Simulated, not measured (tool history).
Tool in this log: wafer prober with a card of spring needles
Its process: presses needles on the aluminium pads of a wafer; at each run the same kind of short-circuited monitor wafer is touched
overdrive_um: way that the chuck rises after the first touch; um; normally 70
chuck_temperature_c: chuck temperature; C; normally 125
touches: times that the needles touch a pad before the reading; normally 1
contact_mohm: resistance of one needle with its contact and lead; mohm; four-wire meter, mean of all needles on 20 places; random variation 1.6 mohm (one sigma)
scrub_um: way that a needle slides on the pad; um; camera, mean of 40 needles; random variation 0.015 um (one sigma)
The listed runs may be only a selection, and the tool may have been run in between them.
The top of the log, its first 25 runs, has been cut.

run   hour  overdrive_um  chuck_temperature_c  touches  touches since the tips were cleaned  cleanings since the card got new needles  touches since the first contact's height was set  contact_mohm  scrub_um
 26  425.7            59                   41        2                                 3468                                        61                                             94964           167     13.72
     430.7  -- tips cleaned on abrasive film
     448.5  -- tips cleaned on abrasive film
 27  449.4            83                   43        1                                  239                                        63                                            101403           149     19.39
     467.3  -- tips cleaned on abrasive film
 28  471.4            83                   43        1                                 1117                                        64                                            107398           157     19.38
     484.9  -- tips cleaned on abrasive film
     487.3  -- height of the first contact set anew
 29  488.7            70                  125        2                                  981                                        65                                               400           170     16.55
     502.4  -- tips cleaned on abrasive film
 30  502.4            88                   91        1                                    0                                        66                                              4100           158     20.80
 31  516.8            88                   91        1                                 3963                                        66                                              8063           171     20.78
     520.7  -- tips cleaned on abrasive film
     539.1  -- tips cleaned on abrasive film
 32  540.5            70                   62        1                                  388                                        68                                             14501           159     16.53
 33  552.7            70                  100        1                                 3733                                        68                                             17846           177     16.52

Alternative continuations, all from the tool just after run 33; predict every row:
     557.0  -- tips cleaned on abrasive film
  A  565.0            76                  100        1                                 2198                                        69                                             21189             ?         ?
     557.0  -- tips cleaned on abrasive film
  B  565.0            62                   40        1                                 2198                                        69                                             21189             ?         ?
     557.0  -- tips cleaned on abrasive film
  C  565.0            70                   96        1                                 2198                                        69                                             21189             ?         ?

run  contact_mohm  scrub_um
  A           170     17.93
  B           170     14.60
  C           170     16.52
With no hidden state in the tool, these same runs would have given:
run  contact_mohm  scrub_um
  A           157     17.99
  B           149     14.65
  C           155     16.57
